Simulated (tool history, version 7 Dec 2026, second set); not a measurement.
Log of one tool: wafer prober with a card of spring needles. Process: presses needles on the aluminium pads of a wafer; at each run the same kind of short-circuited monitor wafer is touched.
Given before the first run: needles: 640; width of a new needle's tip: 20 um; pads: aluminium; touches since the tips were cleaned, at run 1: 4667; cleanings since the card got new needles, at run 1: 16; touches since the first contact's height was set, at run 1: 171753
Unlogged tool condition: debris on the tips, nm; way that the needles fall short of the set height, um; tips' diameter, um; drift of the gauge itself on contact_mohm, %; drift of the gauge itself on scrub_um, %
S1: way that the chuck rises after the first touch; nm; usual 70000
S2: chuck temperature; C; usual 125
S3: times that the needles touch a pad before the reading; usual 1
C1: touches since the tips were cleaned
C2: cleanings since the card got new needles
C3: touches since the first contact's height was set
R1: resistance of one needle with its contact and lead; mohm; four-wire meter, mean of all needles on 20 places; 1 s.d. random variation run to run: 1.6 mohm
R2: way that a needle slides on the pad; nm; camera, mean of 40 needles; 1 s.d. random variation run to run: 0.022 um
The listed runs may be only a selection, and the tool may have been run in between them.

| run | hour | S1 | S2 | S3 | C1 | C2 | C3 | R1 | R2 |
|---|---|---|---|---|---|---|---|---|---|
| 1 | 0 | 70000 | 125 | 1 | 4667 | 16 | 171753 | 158 | 19420 |
| 2 | 9.6 | 70000 | 125 | 1 | 6637 | 16 | 173723 | 158 | 19380 |
|  | 20.2 | tips cleaned on abrasive film |
| 3 | 23 | 70000 | 125 | 1 | 570 | 17 | 176428 | 159 | 19410 |
| 4 | 35.1 | 70000 | 125 | 1 | 3042 | 17 | 178900 | 159 | 19390 |
| 5 | 49 | 80000 | 125 | 1 | 5897 | 17 | 181755 | 152 | 22140 |
|  | 63.2 | tips cleaned on abrasive film |
| 6 | 64.1 | 70000 | 125 | 1 | 187 | 18 | 184809 | 162 | 19390 |
| 7 | 81.8 | 70000 | 25 | 1 | 3809 | 18 | 188431 | 141 | 19360 |
| 8 | 101 | 70000 | 25 | 1 | 7727 | 18 | 192349 | 141 | 19380 |
|  | 106.3 | tips cleaned on abrasive film |
| 9 | 123.7 | 70000 | 25 | 1 | 3560 | 19 | 196968 | 138 | 19400 |
| 10 | 136.1 | 70000 | 28 | 1 | 6092 | 19 | 199500 | 142 | 19350 |
|  | 149.4 | tips cleaned on abrasive film |
| 11 | 154.2 | 53000 | 28 | 1 | 984 | 20 | 203178 | 151 | 14680 |
| 12 | 169 | 53000 | 28 | 1 | 4021 | 20 | 206215 | 151 | 14650 |
| 13 | 179.2 | 56000 | 91 | 2 | 6104 | 20 | 208298 | 160 | 15490 |
| 14 | 189.3 | 69000 | 50 | 2 | 8171 | 20 | 210365 | 145 | 19070 |
|  | 192.3 | tips cleaned on abrasive film |
| 15 | 199.4 | 69000 | 50 | 2 | 1447 | 21 | 212400 | 146 | 19070 |
| 16 | 212.4 | 65000 | 66 | 1 | 4102 | 21 | 215055 | 151 | 17970 |
| 17 | 223.1 | 73000 | 41 | 2 | 6302 | 21 | 217255 | 144 | 20210 |
|  | 236.2 | tips cleaned on abrasive film |
| 18 | 241.4 | 74000 | 46 | 1 | 1070 | 22 | 220971 | 143 | 20500 |
| 19 | 257.7 | 74000 | 46 | 1 | 4390 | 22 | 224291 | 142 | 20470 |
|  | 260 | height of the first contact set anew |
| 20 | 276.3 | 74000 | 46 | 1 | 8143 | 22 | 3329 | 144 | 20480 |

5 ways to go on from here, each from the tool as it stands after run 20. What would each give?
|  | 280.1 | tips cleaned on abrasive film |
| A | 293.1 | 52000 | 46 | 1 | 2646 | 23 | 6729 | ? | ? |
|  | 280.1 | tips cleaned on abrasive film |
| B | 293.1 | 74000 | 37 | 1 | 2646 | 23 | 6729 | ? | ? |
|  | 280.1 | tips cleaned on abrasive film |
| C | 293.1 | 56000 | 94 | 1 | 2646 | 23 | 6729 | ? | ? |
|  | 280.1 | tips cleaned on abrasive film |
| D | 293.1 | 70000 | 125 | 1 | 2646 | 23 | 6729 | ? | ? |
|  | 280.1 | tips cleaned on abrasive film |
| E | 293.1 | 61000 | 67 | 2 | 2646 | 23 | 6729 | ? | ? |

| run | R1 | R2 |
|---|---|---|
| A | 156 | 14410 |
| B | 140 | 20470 |
| C | 165 | 15520 |
| D | 162 | 19390 |
| E | 153 | 16890 |
Without the tool's hidden state the same runs would have given:
| run | R1 | R2 |
|---|---|---|
| A | 156 | 14410 |
| B | 139 | 20470 |
| C | 164 | 15520 |
| D | 161 | 19390 |
| E | 153 | 16890 |

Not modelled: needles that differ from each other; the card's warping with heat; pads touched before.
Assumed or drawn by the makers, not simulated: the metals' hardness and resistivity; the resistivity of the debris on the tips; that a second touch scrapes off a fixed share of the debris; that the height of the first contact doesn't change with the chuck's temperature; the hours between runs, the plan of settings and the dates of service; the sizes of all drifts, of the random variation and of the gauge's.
